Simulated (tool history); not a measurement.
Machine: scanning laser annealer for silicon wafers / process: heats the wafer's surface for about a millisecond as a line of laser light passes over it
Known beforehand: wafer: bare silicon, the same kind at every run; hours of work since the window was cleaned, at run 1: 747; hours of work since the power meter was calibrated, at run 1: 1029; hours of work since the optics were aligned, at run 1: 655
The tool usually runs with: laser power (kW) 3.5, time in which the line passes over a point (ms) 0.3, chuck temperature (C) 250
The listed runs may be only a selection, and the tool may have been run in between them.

run	day	laser power (kW)	time in which the line passes over a point (ms)	chuck temperature (C)	hours of work since the window was cleaned	hours of work since the power meter was calibrated	hours of work since the optics were aligned	highest temperature of the surface (C)
1	0	3.5	0.3	250	747	1029	655	944
2	2.679	3.5	0.3	250	780	1062	688	941
3	4.658	3.5	0.3	264	805	1087	713	955
4	6.117	3.5	0.3	264	823	1105	731	956
5	8.108	3.5	0.3	264	847	1129	756	953
# day 10.521: window over the wafer cleaned
6	11.021	3.5	0.3	250	6	1164	791	959
7	12.833	3.5	0.3	257	29	1187	813	964
8	15.35	3.5	0.3	257	60	1218	844	963
9	17.254	3.5	0.3	244	83	1241	868	949
10	20.196	3.5	0.3	250	120	1278	904	957
11	21.721	3.5	0.3	250	139	1297	923	954
12	23.179	3.5	0.3	250	157	1315	941	954
13	25.738	3.004	0.3	250	188	1346	973	840
14	28.683	3.004	0.3	250	225	1383	1009	839
15	30.9	3.15	0.34	239	252	1410	1037	900
16	32.738	3.246	0.321	280	275	1433	1059	946
17	34.125	3.5	0.272	250	292	1450	1077	915
18	37.112	3.69	0.211	250	329	1487	1114	872
19	39.65	3.69	0.211	254	360	1519	1145	874
20	41.717	3.68	0.284	250	386	1544	1171	967
21	44.046	3.362	0.365	216	415	1573	1199	949
22	46.475	3.356	0.238	266	445	1603	1229	854
23	49.446	3.01	0.26	238	482	1640	1266	782
24	51.125	3.261	0.265	279	503	1661	1287	880
25	52.575	3.5	0.228	250	520	1679	1305	848

Alternative continuations, all from the tool just after run 25; predict every row:
A	55.15	3.5	0.242	250	552	1710	1337	?
B	55.15	3.267	0.363	222	552	1710	1337	?
C	55.15	3.5	0.287	250	552	1710	1337	?
D	55.15	3.201	0.345	261	552	1710	1337	?

run	highest temperature of the surface (C)
A	868
B	928
C	927
D	932
Without the tool's hidden state the same runs would have given:
run	highest temperature of the surface (C)
A	887
B	949
C	947
D	953
